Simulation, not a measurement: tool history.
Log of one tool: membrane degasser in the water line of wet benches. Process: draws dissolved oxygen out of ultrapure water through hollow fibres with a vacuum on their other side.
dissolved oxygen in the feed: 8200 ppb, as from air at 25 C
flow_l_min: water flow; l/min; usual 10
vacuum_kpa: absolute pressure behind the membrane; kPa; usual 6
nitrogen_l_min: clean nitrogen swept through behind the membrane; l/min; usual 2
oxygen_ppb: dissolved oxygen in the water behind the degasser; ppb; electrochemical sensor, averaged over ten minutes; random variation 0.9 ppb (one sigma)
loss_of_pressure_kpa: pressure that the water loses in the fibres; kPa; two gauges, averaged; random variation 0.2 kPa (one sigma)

{"run": 1, "hour": 0.0, "flow_l_min": 10, "vacuum_kpa": 6, "nitrogen_l_min": 2, "oxygen_ppb": 85.4, "loss_of_pressure_kpa": 44.51}
{"run": 2, "hour": 79.5, "flow_l_min": 10, "vacuum_kpa": 6, "nitrogen_l_min": 2, "oxygen_ppb": 85.5, "loss_of_pressure_kpa": 44.48}
{"run": 3, "hour": 156.9, "flow_l_min": 10, "vacuum_kpa": 6, "nitrogen_l_min": 2, "oxygen_ppb": 84.5, "loss_of_pressure_kpa": 44.57}
{"run": 4, "hour": 227.9, "flow_l_min": 10, "vacuum_kpa": 6, "nitrogen_l_min": 2, "oxygen_ppb": 85.6, "loss_of_pressure_kpa": 44.76}
{"run": 5, "hour": 278.1, "flow_l_min": 10, "vacuum_kpa": 6, "nitrogen_l_min": 2, "oxygen_ppb": 84.1, "loss_of_pressure_kpa": 43.95}
{"run": 6, "hour": 329.4, "flow_l_min": 15, "vacuum_kpa": 6, "nitrogen_l_min": 2, "oxygen_ppb": 189.3, "loss_of_pressure_kpa": 66.88}
{"run": 7, "hour": 398.1, "flow_l_min": 15, "vacuum_kpa": 6, "nitrogen_l_min": 2, "oxygen_ppb": 186.7, "loss_of_pressure_kpa": 66.68}
{"run": 8, "hour": 460.3, "flow_l_min": 10, "vacuum_kpa": 6, "nitrogen_l_min": 1.05, "oxygen_ppb": 113.4, "loss_of_pressure_kpa": 44.49}
{"run": 9, "hour": 519.3, "flow_l_min": 10, "vacuum_kpa": 6, "nitrogen_l_min": 1.05, "oxygen_ppb": 114.1, "loss_of_pressure_kpa": 44.35}
{"run": 10, "hour": 573.9, "flow_l_min": 10, "vacuum_kpa": 6, "nitrogen_l_min": 1.05, "oxygen_ppb": 114.8, "loss_of_pressure_kpa": 44.61}
{"run": 11, "hour": 657.3, "flow_l_min": 10, "vacuum_kpa": 14.97, "nitrogen_l_min": 2, "oxygen_ppb": 193, "loss_of_pressure_kpa": 44.51}
{"run": 12, "hour": 709.8, "flow_l_min": 10, "vacuum_kpa": 14.97, "nitrogen_l_min": 2, "oxygen_ppb": 192.3, "loss_of_pressure_kpa": 44.41}
{"run": 13, "hour": 772.4, "flow_l_min": 10, "vacuum_kpa": 6, "nitrogen_l_min": 2, "oxygen_ppb": 85.5, "loss_of_pressure_kpa": 44.15}
{"hour": 824.1, "done": "seals of the vacuum lines changed"}
{"run": 14, "hour": 836.9, "flow_l_min": 10, "vacuum_kpa": 6, "nitrogen_l_min": 2, "oxygen_ppb": 84.1, "loss_of_pressure_kpa": 44.25}
{"run": 15, "hour": 888.3, "flow_l_min": 10, "vacuum_kpa": 5.02, "nitrogen_l_min": 2, "oxygen_ppb": 73.3, "loss_of_pressure_kpa": 44.79}
{"run": 16, "hour": 961.3, "flow_l_min": 10, "vacuum_kpa": 4.59, "nitrogen_l_min": 2, "oxygen_ppb": 68.6, "loss_of_pressure_kpa": 44.37}
{"run": 17, "hour": 996.6, "flow_l_min": 10, "vacuum_kpa": 4.59, "nitrogen_l_min": 2, "oxygen_ppb": 67.9, "loss_of_pressure_kpa": 44.51}
{"run": 18, "hour": 1052.4, "flow_l_min": 10, "vacuum_kpa": 4.59, "nitrogen_l_min": 2, "oxygen_ppb": 69.5, "loss_of_pressure_kpa": 44.55}
{"run": 19, "hour": 1097.6, "flow_l_min": 10, "vacuum_kpa": 6.42, "nitrogen_l_min": 4.36, "oxygen_ppb": 71.6, "loss_of_pressure_kpa": 44.28}
{"run": 20, "hour": 1183.9, "flow_l_min": 10, "vacuum_kpa": 6.51, "nitrogen_l_min": 0.9, "oxygen_ppb": 135.8, "loss_of_pressure_kpa": 44.52}
{"run": 21, "hour": 1269.6, "flow_l_min": 10, "vacuum_kpa": 6.51, "nitrogen_l_min": 0.9, "oxygen_ppb": 137.8, "loss_of_pressure_kpa": 44.33}
{"run": 22, "hour": 1338.4, "flow_l_min": 10, "vacuum_kpa": 6.51, "nitrogen_l_min": 0.9, "oxygen_ppb": 135.6, "loss_of_pressure_kpa": 44.44}
{"run": 23, "hour": 1377.8, "flow_l_min": 10, "vacuum_kpa": 6, "nitrogen_l_min": 3.85, "oxygen_ppb": 71.6, "loss_of_pressure_kpa": 44.51}
{"run": 24, "hour": 1457.3, "flow_l_min": 10, "vacuum_kpa": 4.37, "nitrogen_l_min": 3.85, "oxygen_ppb": 59.3, "loss_of_pressure_kpa": 44.45}
{"run": 25, "hour": 1530.4, "flow_l_min": 8, "vacuum_kpa": 12.86, "nitrogen_l_min": 1.06, "oxygen_ppb": 199.2, "loss_of_pressure_kpa": 35.38}
{"run": 26, "hour": 1571.5, "flow_l_min": 11, "vacuum_kpa": 6, "nitrogen_l_min": 1.25, "oxygen_ppb": 125.2, "loss_of_pressure_kpa": 49.29}
{"run": 27, "hour": 1652.7, "flow_l_min": 11, "vacuum_kpa": 5.55, "nitrogen_l_min": 1.19, "oxygen_ppb": 117.4, "loss_of_pressure_kpa": 48.75}
{"run": 28, "hour": 1715.7, "flow_l_min": 11, "vacuum_kpa": 6.53, "nitrogen_l_min": 2.09, "oxygen_ppb": 106.5, "loss_of_pressure_kpa": 48.56}
{"run": 29, "hour": 1773.3, "flow_l_min": 14, "vacuum_kpa": 7.47, "nitrogen_l_min": 2.04, "oxygen_ppb": 189.5, "loss_of_pressure_kpa": 62.38}
{"run": 30, "hour": 1838.3, "flow_l_min": 14, "vacuum_kpa": 7.47, "nitrogen_l_min": 2.04, "oxygen_ppb": 186.4, "loss_of_pressure_kpa": 62.51}
{"run": 31, "hour": 1907.6, "flow_l_min": 10, "vacuum_kpa": 7.85, "nitrogen_l_min": 2.04, "oxygen_ppb": 106.2, "loss_of_pressure_kpa": 43.99}

3 ways to go on from here, each from the tool as it stands after run 31. What would each give?
{"run": "A", "hour": 1952.6, "flow_l_min": 13, "vacuum_kpa": 11.47, "nitrogen_l_min": 1.39, "oxygen_ppb": "?", "loss_of_pressure_kpa": "?"}
{"run": "B", "hour": 1952.6, "flow_l_min": 14, "vacuum_kpa": 4, "nitrogen_l_min": 2.04, "oxygen_ppb": "?", "loss_of_pressure_kpa": "?"}
{"run": "C", "hour": 1952.6, "flow_l_min": 8, "vacuum_kpa": 6, "nitrogen_l_min": 1.25, "oxygen_ppb": "?", "loss_of_pressure_kpa": "?"}

run=A oxygen_ppb=279 loss_of_pressure_kpa=57.56
run=B oxygen_ppb=131.7 loss_of_pressure_kpa=62.4
run=C oxygen_ppb=68.9 loss_of_pressure_kpa=35.7
Without the tool's hidden state the same runs would have given:
run=A oxygen_ppb=278.7 loss_of_pressure_kpa=57.52
run=B oxygen_ppb=131.4 loss_of_pressure_kpa=62.36
run=C oxygen_ppb=68.7 loss_of_pressure_kpa=35.68
